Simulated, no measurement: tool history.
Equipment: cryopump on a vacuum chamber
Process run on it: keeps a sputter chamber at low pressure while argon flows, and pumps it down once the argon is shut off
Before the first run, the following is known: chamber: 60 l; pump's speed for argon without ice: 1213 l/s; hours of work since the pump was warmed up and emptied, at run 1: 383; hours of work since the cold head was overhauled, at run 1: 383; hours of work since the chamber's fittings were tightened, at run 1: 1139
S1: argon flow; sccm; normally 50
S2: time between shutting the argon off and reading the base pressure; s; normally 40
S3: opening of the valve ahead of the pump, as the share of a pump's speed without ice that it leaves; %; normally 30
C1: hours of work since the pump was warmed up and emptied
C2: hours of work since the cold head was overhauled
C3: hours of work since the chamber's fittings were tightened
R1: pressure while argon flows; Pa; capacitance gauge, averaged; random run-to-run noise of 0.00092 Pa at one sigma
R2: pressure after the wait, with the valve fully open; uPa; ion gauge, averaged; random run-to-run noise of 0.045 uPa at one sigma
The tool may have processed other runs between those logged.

Run 1, day 0.000: usual settings; C1 383; C2 383; C3 1139. Result: R1 0.2407 Pa, R2 4.04 uPa.
Run 2, day 0.908: usual settings; C1 398; C2 398; C3 1154. Result: R1 0.2415 Pa, R2 4.02 uPa.
Run 3, day 2.067: usual settings; C1 416; C2 416; C3 1172. Result: R1 0.2415 Pa, R2 4.03 uPa.
Run 4, day 3.150: usual settings; C1 433; C2 433; C3 1189. Result: R1 0.2414 Pa, R2 4.16 uPa.
Run 5, day 4.579: usual settings but S2 47 s; C1 455; C2 455; C3 1211. Result: R1 0.2428 Pa, R2 3.78 uPa.
Run 6, day 6.112: usual settings but S2 47 s; C1 479; C2 479; C3 1235. Result: R1 0.2427 Pa, R2 3.74 uPa.
Run 7, day 7.162: usual settings but S2 47 s; C1 495; C2 495; C3 1251. Result: R1 0.2430 Pa, R2 3.86 uPa.
Run 8, day 8.258: usual settings; C1 512; C2 512; C3 1268. Result: R1 0.2438 Pa, R2 4.22 uPa.
Run 9, day 9.617: usual settings but S2 163 s; C1 534; C2 534; C3 1289. Result: R1 0.2440 Pa, R2 2.38 uPa.
Run 10, day 11.142: usual settings but S2 163 s; C1 557; C2 557; C3 1313. Result: R1 0.2435 Pa, R2 2.49 uPa.
Run 11, day 11.838: usual settings but S2 163 s; C1 568; C2 568; C3 1324. Result: R1 0.2446 Pa, R2 2.51 uPa.
Run 12, day 12.812: usual settings but S2 163 s; C1 583; C2 583; C3 1339. Result: R1 0.2459 Pa, R2 2.58 uPa.
Run 13, day 14.021: usual settings but S2 163 s; C1 602; C2 602; C3 1358. Result: R1 0.2457 Pa, R2 2.55 uPa.
Run 14, day 14.862: usual settings but S2 163 s; C1 615; C2 615; C3 1371. Result: R1 0.2459 Pa, R2 2.63 uPa.
Run 15, day 15.625: usual settings but S1 37 sccm, S2 293 s, S3 22 %; C1 627; C2 627; C3 1383. Result: R1 0.2453 Pa, R2 2.37 uPa.
Run 16, day 16.804: usual settings but S1 37 sccm, S2 293 s, S3 22 %; C1 646; C2 646; C3 1402. Result: R1 0.2449 Pa, R2 2.35 uPa.
At day 17.096: pump warmed up, emptied and cooled again.
Run 17, day 17.708: usual settings but S1 84 sccm, S2 29 s, S3 22 %; C1 10; C2 657; C3 1412. Result: R1 0.5331 Pa, R2 5.10 uPa.
Run 18, day 19.071: usual settings but S1 36 sccm, S3 24 %; C1 31; C2 678; C3 1434. Result: R1 0.2098 Pa, R2 4.17 uPa.
Run 19, day 20.221: usual settings but S1 24 sccm, S2 22 s, S3 18 %; C1 49; C2 696; C3 1452. Result: R1 0.1876 Pa, R2 6.30 uPa.
Run 20, day 21.025: usual settings but S1 24 sccm, S2 22 s, S3 18 %; C1 61; C2 708; C3 1464. Result: R1 0.1858 Pa, R2 6.24 uPa.
Run 21, day 22.254: usual settings but S1 32 sccm, S2 84 s, S3 40 %; C1 80; C2 728; C3 1483. Result: R1 0.1125 Pa, R2 2.98 uPa.
Run 22, day 23.483: usual settings but S1 23 sccm, S2 184 s; C1 100; C2 747; C3 1503. Result: R1 0.1081 Pa, R2 2.45 uPa.

Below, some changes in R1 between adjacent runs. For each, the amount present without the hidden state too (settings, incoming material, random variation) and the amount remaining for the hidden state with gauge scatter not shared by both compared results:
Hidden state at play: pump's speed, % of a pump's without ice; cold plate's temperature, K; leak into the chamber, uPa l/s; drift of the gauge itself on working_pa, %; drift of the gauge itself on base_upa, %.
Run 14 -> 15: S1 50 -> 37, S2 163 -> 293, S3 30 -> 22. R1 -0.0006 Pa: hidden state -0.0034, all else +0.0028.
Run 16 -> 17: S1 37 -> 84, S2 293 -> 29, pump warmed up, emptied and cooled again. R1 +0.2882 Pa: hidden state -0.0092, all else +0.2974.
Run 17 -> 18: S1 84 -> 36, S2 29 -> 40, S3 22 -> 24. R1 -0.3233 Pa: hidden state -0.0005, all else -0.3228.

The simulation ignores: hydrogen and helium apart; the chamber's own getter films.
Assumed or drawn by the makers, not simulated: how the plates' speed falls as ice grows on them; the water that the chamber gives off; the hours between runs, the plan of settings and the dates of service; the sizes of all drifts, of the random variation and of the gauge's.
